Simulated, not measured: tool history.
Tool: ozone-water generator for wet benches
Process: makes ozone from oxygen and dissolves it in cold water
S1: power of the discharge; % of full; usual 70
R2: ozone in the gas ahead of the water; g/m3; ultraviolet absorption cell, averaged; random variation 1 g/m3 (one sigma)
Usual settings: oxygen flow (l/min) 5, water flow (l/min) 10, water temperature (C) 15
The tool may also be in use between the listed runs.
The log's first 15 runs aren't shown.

run 16 hour=585.7 | S1=52 oxygen_flow_(l/min)=5 water_flow_(l/min)=10 water_temperature_(C)=15 | dissolved_ozone_(ppm)=18.4 R2=140.1
run 17 hour=610.2 | S1=70 oxygen_flow_(l/min)=5 water_flow_(l/min)=10 water_temperature_(C)=15 | dissolved_ozone_(ppm)=22.1 R2=165.3
run 18 hour=664.8 | S1=49 oxygen_flow_(l/min)=5.96 water_flow_(l/min)=11 water_temperature_(C)=10 | dissolved_ozone_(ppm)=18.4 R2=126.7
run 19 hour=687.9 | S1=71 oxygen_flow_(l/min)=5 water_flow_(l/min)=11 water_temperature_(C)=15 | dissolved_ozone_(ppm)=20 R2=166.6
run 20 hour=717.7 | S1=71 oxygen_flow_(l/min)=5 water_flow_(l/min)=11 water_temperature_(C)=12 | dissolved_ozone_(ppm)=21.5 R2=167
run 21 hour=750.4 | S1=71 oxygen_flow_(l/min)=5 water_flow_(l/min)=11 water_temperature_(C)=12 | dissolved_ozone_(ppm)=21.4 R2=166.3
run 22 hour=783.2 | S1=71 oxygen_flow_(l/min)=5 water_flow_(l/min)=11 water_temperature_(C)=12 | dissolved_ozone_(ppm)=21.3 R2=164.9
run 23 hour=813.8 | S1=71 oxygen_flow_(l/min)=5 water_flow_(l/min)=11 water_temperature_(C)=12 | dissolved_ozone_(ppm)=21.4 R2=165.8
run 24 hour=863.1 | S1=71 oxygen_flow_(l/min)=5 water_flow_(l/min)=11 water_temperature_(C)=12 | dissolved_ozone_(ppm)=21.1 R2=165.6
run 25 hour=894.5 | S1=71 oxygen_flow_(l/min)=5 water_flow_(l/min)=11 water_temperature_(C)=12 | dissolved_ozone_(ppm)=21.4 R2=166.1
run 26 hour=935.4 | S1=71 oxygen_flow_(l/min)=5 water_flow_(l/min)=11 water_temperature_(C)=12 | dissolved_ozone_(ppm)=20.9 R2=166.4
run 27 hour=967.6 | S1=70 oxygen_flow_(l/min)=5 water_flow_(l/min)=10 water_temperature_(C)=11 | dissolved_ozone_(ppm)=23.3 R2=164.8
run 28 hour=999.7 | S1=70 oxygen_flow_(l/min)=3.81 water_flow_(l/min)=10 water_temperature_(C)=19 | dissolved_ozone_(ppm)=19.6 R2=181.9
run 29 hour=1046.2 | S1=90 oxygen_flow_(l/min)=8.45 water_flow_(l/min)=10 water_temperature_(C)=15 | dissolved_ozone_(ppm)=24.3 R2=157.2
run 30 hour=1083.1 | S1=70 oxygen_flow_(l/min)=2.73 water_flow_(l/min)=10 water_temperature_(C)=15 | dissolved_ozone_(ppm)=20.2 R2=204.4
run 31 hour=1133.6 | S1=92 oxygen_flow_(l/min)=2.73 water_flow_(l/min)=10 water_temperature_(C)=9 | dissolved_ozone_(ppm)=25.3 R2=235.7
run 32 hour=1165.8 | S1=72 oxygen_flow_(l/min)=5.45 water_flow_(l/min)=10 water_temperature_(C)=9 | dissolved_ozone_(ppm)=24.6 R2=160.2
run 33 hour=1218.5 | S1=72 oxygen_flow_(l/min)=5.45 water_flow_(l/min)=10 water_temperature_(C)=9 | dissolved_ozone_(ppm)=24.3 R2=161.8

Forecast each of these 4 alternatives for the next run:
run A hour=1250.9 | S1=71 oxygen_flow_(l/min)=2.78 water_flow_(l/min)=10 water_temperature_(C)=17 | dissolved_ozone_(ppm)=? R2=?
run B hour=1250.9 | S1=70 oxygen_flow_(l/min)=5 water_flow_(l/min)=10 water_temperature_(C)=9 | dissolved_ozone_(ppm)=? R2=?
run C hour=1250.9 | S1=70 oxygen_flow_(l/min)=6.44 water_flow_(l/min)=15 water_temperature_(C)=15 | dissolved_ozone_(ppm)=? R2=?
run D hour=1250.9 | S1=70 oxygen_flow_(l/min)=7.81 water_flow_(l/min)=6 water_temperature_(C)=18 | dissolved_ozone_(ppm)=? R2=?

run=A dissolved_ozone_(ppm)=19.6 R2=204.6
run=B dissolved_ozone_(ppm)=23.6 R2=164.6
run=C dissolved_ozone_(ppm)=15.2 R2=149.9
run=D dissolved_ozone_(ppm)=27.3 R2=139.7
Without the tool's hidden state the same runs would have given:
run=A dissolved_ozone_(ppm)=22.2 R2=220.7
run=B dissolved_ozone_(ppm)=26.8 R2=177.4
run=C dissolved_ozone_(ppm)=17.3 R2=161.5
run=D dissolved_ozone_(ppm)=30.5 R2=150.5

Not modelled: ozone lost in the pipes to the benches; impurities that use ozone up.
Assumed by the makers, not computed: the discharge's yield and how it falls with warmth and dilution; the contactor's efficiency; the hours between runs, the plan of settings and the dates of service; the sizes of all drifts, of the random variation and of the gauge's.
